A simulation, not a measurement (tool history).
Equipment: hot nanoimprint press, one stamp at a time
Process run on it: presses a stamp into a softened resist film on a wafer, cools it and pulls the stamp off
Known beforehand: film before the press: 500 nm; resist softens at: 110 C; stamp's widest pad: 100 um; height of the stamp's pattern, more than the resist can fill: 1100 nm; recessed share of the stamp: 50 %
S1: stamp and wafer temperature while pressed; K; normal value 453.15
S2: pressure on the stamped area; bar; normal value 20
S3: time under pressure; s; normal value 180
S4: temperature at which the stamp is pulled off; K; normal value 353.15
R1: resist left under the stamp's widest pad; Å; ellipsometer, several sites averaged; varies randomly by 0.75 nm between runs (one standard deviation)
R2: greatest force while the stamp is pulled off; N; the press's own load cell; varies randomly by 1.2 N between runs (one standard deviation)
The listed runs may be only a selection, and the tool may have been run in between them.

run	day	S1	S2	S3	S4	R1	R2
1	0	453.15	20	180	353.15	2694	226
# day 0.629: stamp cleaned and given a new release coat
2	0.704	453.15	20	180	353.15	2678	225
3	1.6	447.15	20	180	353.15	3128	225
4	2.062	462.15	20	180	353.15	2109	226
5	3.008	453.15	20	180	348.15	2666	242
6	3.567	453.15	20	180	344.15	2664	255
7	4.125	453.15	20	255	353.15	2399	226
8	4.742	453.15	20	255	353.15	2395	226
9	5.421	453.15	20	255	353.15	2385	225
10	6.033	453.15	20	255	353.15	2379	227
11	6.867	453.15	20	180	353.15	2657	227
12	7.712	453.15	20	180	353.15	2646	227
# day 8.333: stamp cleaned and given a new release coat
13	8.712	453.15	20	180	339.15	2658	269
14	9.371	453.15	24.4	180	353.15	2368	226
15	10.238	453.15	20	180	353.15	2639	225
16	10.825	453.15	20	180	353.15	2632	226
17	11.367	453.15	20	180	353.15	2637	223
18	11.796	448.15	20	180	353.15	3000	227
19	12.546	445.15	20	180	360.15	3227	206
20	13.142	445.15	20	134	338.15	3476	274
21	13.979	456.15	20.9	338	344.15	1913	256
22	14.554	446.15	20.9	338	355.15	2586	221
23	15.079	446.15	20.9	338	355.15	2583	221
24	15.712	446.15	20.9	162	355.15	3175	220

Expected results for the next run?
# day 16.062: stamp cleaned and given a new release coat
25	16.804	443.15	25.1	90	355.15	?	?

R1: 3619 Å
R2: 220 N
Had the tool carried no hidden state, the very same run would have given R1 3709 Å, R2 220 N.
